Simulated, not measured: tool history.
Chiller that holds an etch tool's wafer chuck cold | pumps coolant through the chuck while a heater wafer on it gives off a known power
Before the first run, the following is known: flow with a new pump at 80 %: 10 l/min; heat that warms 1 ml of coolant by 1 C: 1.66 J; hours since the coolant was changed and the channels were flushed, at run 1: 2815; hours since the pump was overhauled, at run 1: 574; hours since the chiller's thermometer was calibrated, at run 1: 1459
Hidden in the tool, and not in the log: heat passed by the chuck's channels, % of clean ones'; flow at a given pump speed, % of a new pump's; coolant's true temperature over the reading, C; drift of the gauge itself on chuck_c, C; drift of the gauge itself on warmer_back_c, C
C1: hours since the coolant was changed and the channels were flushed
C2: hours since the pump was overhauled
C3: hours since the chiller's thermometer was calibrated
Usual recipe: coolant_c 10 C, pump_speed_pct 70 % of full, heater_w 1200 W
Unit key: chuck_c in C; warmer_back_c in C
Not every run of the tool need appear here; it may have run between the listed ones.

{"run": 1, "hour": 0.0, "coolant_c": 10, "pump_speed_pct": 70, "heater_w": 1200, "C1": 2815, "C2": 574, "C3": 1459, "chuck_c": 21.5, "warmer_back_c": 4.93}
{"run": 2, "hour": 25.2, "coolant_c": 10, "pump_speed_pct": 70, "heater_w": 1200, "C1": 2840, "C2": 599, "C3": 1484, "chuck_c": 21.4, "warmer_back_c": 4.97}
{"run": 3, "hour": 53.5, "coolant_c": 10, "pump_speed_pct": 92, "heater_w": 1200, "C1": 2869, "C2": 627, "C3": 1512, "chuck_c": 19.0, "warmer_back_c": 3.75}
{"run": 4, "hour": 70.4, "coolant_c": 1, "pump_speed_pct": 92, "heater_w": 1200, "C1": 2886, "C2": 644, "C3": 1529, "chuck_c": 10.1, "warmer_back_c": 3.8}
{"run": 5, "hour": 97.2, "coolant_c": 1, "pump_speed_pct": 92, "heater_w": 1200, "C1": 2912, "C2": 671, "C3": 1556, "chuck_c": 9.9, "warmer_back_c": 3.77}
{"run": 6, "hour": 116.3, "coolant_c": 1, "pump_speed_pct": 92, "heater_w": 1200, "C1": 2931, "C2": 690, "C3": 1575, "chuck_c": 10.1, "warmer_back_c": 3.76}
{"run": 7, "hour": 146.3, "coolant_c": 1, "pump_speed_pct": 92, "heater_w": 1200, "C1": 2962, "C2": 720, "C3": 1605, "chuck_c": 10.0, "warmer_back_c": 3.7}
{"run": 8, "hour": 164.0, "coolant_c": 1, "pump_speed_pct": 92, "heater_w": 1200, "C1": 2979, "C2": 738, "C3": 1623, "chuck_c": 9.8, "warmer_back_c": 3.7}
{"run": 9, "hour": 182.8, "coolant_c": 1, "pump_speed_pct": 92, "heater_w": 1200, "C1": 2998, "C2": 757, "C3": 1642, "chuck_c": 10.1, "warmer_back_c": 3.78}
{"run": 10, "hour": 214.5, "coolant_c": 1, "pump_speed_pct": 92, "heater_w": 1200, "C1": 3030, "C2": 788, "C3": 1674, "chuck_c": 10.0, "warmer_back_c": 3.74}
{"run": 11, "hour": 241.8, "coolant_c": 1, "pump_speed_pct": 92, "heater_w": 1200, "C1": 3057, "C2": 816, "C3": 1701, "chuck_c": 10.0, "warmer_back_c": 3.78}
{"run": 12, "hour": 263.2, "coolant_c": 1, "pump_speed_pct": 92, "heater_w": 1200, "C1": 3078, "C2": 837, "C3": 1722, "chuck_c": 9.9, "warmer_back_c": 3.76}
{"run": 13, "hour": 287.2, "coolant_c": 1, "pump_speed_pct": 92, "heater_w": 1200, "C1": 3102, "C2": 861, "C3": 1746, "chuck_c": 9.9, "warmer_back_c": 3.74}
{"run": 14, "hour": 305.0, "coolant_c": 10, "pump_speed_pct": 94, "heater_w": 1200, "C1": 3120, "C2": 879, "C3": 1764, "chuck_c": 18.7, "warmer_back_c": 3.66}
{"run": 15, "hour": 330.0, "coolant_c": 10, "pump_speed_pct": 94, "heater_w": 1200, "C1": 3145, "C2": 904, "C3": 1789, "chuck_c": 18.8, "warmer_back_c": 3.74}
{"run": 16, "hour": 347.8, "coolant_c": 10, "pump_speed_pct": 94, "heater_w": 1200, "C1": 3163, "C2": 922, "C3": 1807, "chuck_c": 18.7, "warmer_back_c": 3.69}
{"run": 17, "hour": 379.8, "coolant_c": 10, "pump_speed_pct": 70, "heater_w": 1505, "C1": 3195, "C2": 954, "C3": 1839, "chuck_c": 24.3, "warmer_back_c": 6.26}
{"run": 18, "hour": 393.9, "coolant_c": 20, "pump_speed_pct": 75, "heater_w": 771, "C1": 3209, "C2": 968, "C3": 1853, "chuck_c": 26.9, "warmer_back_c": 2.91}
{"run": 19, "hour": 417.5, "coolant_c": 20, "pump_speed_pct": 88, "heater_w": 614, "C1": 3233, "C2": 991, "C3": 1876, "chuck_c": 24.6, "warmer_back_c": 2.05}
{"run": 20, "hour": 440.8, "coolant_c": 12, "pump_speed_pct": 96, "heater_w": 1114, "C1": 3256, "C2": 1015, "C3": 1900, "chuck_c": 20.0, "warmer_back_c": 3.29}
{"run": 21, "hour": 467.6, "coolant_c": 10, "pump_speed_pct": 65, "heater_w": 1200, "C1": 3283, "C2": 1042, "C3": 1927, "chuck_c": 22.5, "warmer_back_c": 5.36}
{"run": 22, "hour": 492.4, "coolant_c": 6, "pump_speed_pct": 78, "heater_w": 1452, "C1": 3308, "C2": 1066, "C3": 1951, "chuck_c": 18.6, "warmer_back_c": 5.36}
{"run": 23, "hour": 523.8, "coolant_c": 6, "pump_speed_pct": 78, "heater_w": 1452, "C1": 3339, "C2": 1098, "C3": 1983, "chuck_c": 18.6, "warmer_back_c": 5.41}
{"run": 24, "hour": 541.1, "coolant_c": 10, "pump_speed_pct": 66, "heater_w": 1494, "C1": 3356, "C2": 1115, "C3": 2000, "chuck_c": 25.2, "warmer_back_c": 6.58}
{"run": 25, "hour": 568.5, "coolant_c": 19, "pump_speed_pct": 70, "heater_w": 1200, "C1": 3384, "C2": 1142, "C3": 2028, "chuck_c": 30.4, "warmer_back_c": 4.94}
{"run": 26, "hour": 601.4, "coolant_c": 16, "pump_speed_pct": 70, "heater_w": 1172, "C1": 3417, "C2": 1175, "C3": 2060, "chuck_c": 27.0, "warmer_back_c": 4.91}
{"run": 27, "hour": 626.1, "coolant_c": 16, "pump_speed_pct": 61, "heater_w": 845, "C1": 3441, "C2": 1200, "C3": 2085, "chuck_c": 25.1, "warmer_back_c": 3.99}
{"run": 28, "hour": 650.0, "coolant_c": 4, "pump_speed_pct": 62, "heater_w": 1327, "C1": 3465, "C2": 1224, "C3": 2109, "chuck_c": 18.3, "warmer_back_c": 6.22}
{"run": 29, "hour": 667.2, "coolant_c": 4, "pump_speed_pct": 90, "heater_w": 721, "C1": 3482, "C2": 1241, "C3": 2126, "chuck_c": 9.4, "warmer_back_c": 2.29}
{"run": 30, "hour": 691.6, "coolant_c": 19, "pump_speed_pct": 83, "heater_w": 1200, "C1": 3507, "C2": 1266, "C3": 2151, "chuck_c": 28.9, "warmer_back_c": 4.22}
{"run": 31, "hour": 718.5, "coolant_c": 8, "pump_speed_pct": 99, "heater_w": 1200, "C1": 3534, "C2": 1292, "C3": 2177, "chuck_c": 16.3, "warmer_back_c": 3.52}
{"run": 32, "hour": 742.6, "coolant_c": 3, "pump_speed_pct": 70, "heater_w": 822, "C1": 3558, "C2": 1316, "C3": 2202, "chuck_c": 10.8, "warmer_back_c": 3.42}
{"run": 33, "hour": 773.7, "coolant_c": 16, "pump_speed_pct": 100, "heater_w": 1319, "C1": 3589, "C2": 1348, "C3": 2233, "chuck_c": 25.2, "warmer_back_c": 3.8}

Per-run results on a tool with no hidden state, each run keeping its own random variation:
run=1 chuck_c=21.2
run=2 chuck_c=21.1
run=3 chuck_c=18.7
run=4 chuck_c=9.8
run=5 chuck_c=9.6
run=6 chuck_c=9.9
run=7 chuck_c=9.8
run=8 chuck_c=9.6
run=9 chuck_c=9.9
run=10 chuck_c=9.7
run=11 chuck_c=9.8
run=12 chuck_c=9.6
run=13 chuck_c=9.6
run=14 chuck_c=18.4
run=15 chuck_c=18.5
run=16 chuck_c=18.4
run=17 chuck_c=23.7
run=18 chuck_c=26.7
run=19 chuck_c=24.6
run=20 chuck_c=19.8
run=21 chuck_c=22.0
run=22 chuck_c=18.1
run=23 chuck_c=18.1
run=24 chuck_c=24.5
run=25 chuck_c=30.0
run=26 chuck_c=26.6
run=27 chuck_c=24.8
run=28 chuck_c=17.6
run=29 chuck_c=9.3
run=30 chuck_c=28.5
run=31 chuck_c=16.0
run=32 chuck_c=10.5
run=33 chuck_c=24.8
warmer_back_c: at most 0.02 C away from the measurement, every run.
